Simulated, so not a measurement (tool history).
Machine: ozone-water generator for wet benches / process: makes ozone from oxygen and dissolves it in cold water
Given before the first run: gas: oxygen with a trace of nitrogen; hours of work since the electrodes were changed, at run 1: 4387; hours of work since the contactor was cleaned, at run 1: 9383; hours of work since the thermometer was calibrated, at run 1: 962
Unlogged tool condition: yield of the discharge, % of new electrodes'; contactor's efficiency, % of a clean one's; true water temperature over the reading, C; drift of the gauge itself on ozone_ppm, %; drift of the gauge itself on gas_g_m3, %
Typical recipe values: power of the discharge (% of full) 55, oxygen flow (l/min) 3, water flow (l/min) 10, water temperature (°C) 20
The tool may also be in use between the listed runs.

run   hour  power of the discharge (% of full)  oxygen flow (l/min)  water flow (l/min)  water temperature (°C)  hours of work since the electrodes were changed  hours of work since the contactor was cleaned  hours of work since the thermometer was calibrated  dissolved ozone (ppm)  ozone in the gas ahead of the water (g/m3)
  1      0                                  55                    3                  10                      20                                             4387                                           9383                                                 962                   15.2                                       124.7
  2   60.7                                  55                    3                  10                      20                                             4443                                           9439                                                1019                   15.2                                       124.2
  3  131.8                                  55                    3                  10                      20                                             4510                                           9505                                                1085                   15.1                                       124.8
  4  244.2                                  55                    3                  10                      20                                             4614                                           9610                                                1190                   14.9                                         124
  5  350.3                                  55                    3                  10                      20                                             4713                                           9709                                                1288                     15                                       124.3
  6  489.1                                  55                    3                  10                      20                                             4842                                           9838                                                1418                   15.3                                       124.5
  7    602                                  55                    3                  10                      20                                             4948                                           9943                                                1523                   15.1                                       123.9
  8  685.8                                  55                    3                  10                      13                                             5026                                          10021                                                1601                   16.9                                       124.1
  9  755.2                                  55                    3                  10                      13                                             5090                                          10086                                                1665                   16.7                                       124.3

Run 10 is up next; what results do you expect?
 10  870.2                                  55                 5.36                   7                      20                                             5197                                          10193                                                1773                      ?                                           ?

{"run 10": {"dissolved ozone (ppm)": 16.8, "ozone in the gas ahead of the water (g/m3)": 90.7}}
On a tool with no hidden condition, and with the same random variation, this run would have come out at dissolved ozone (ppm) 16.8, ozone in the gas ahead of the water (g/m3) 90.8.
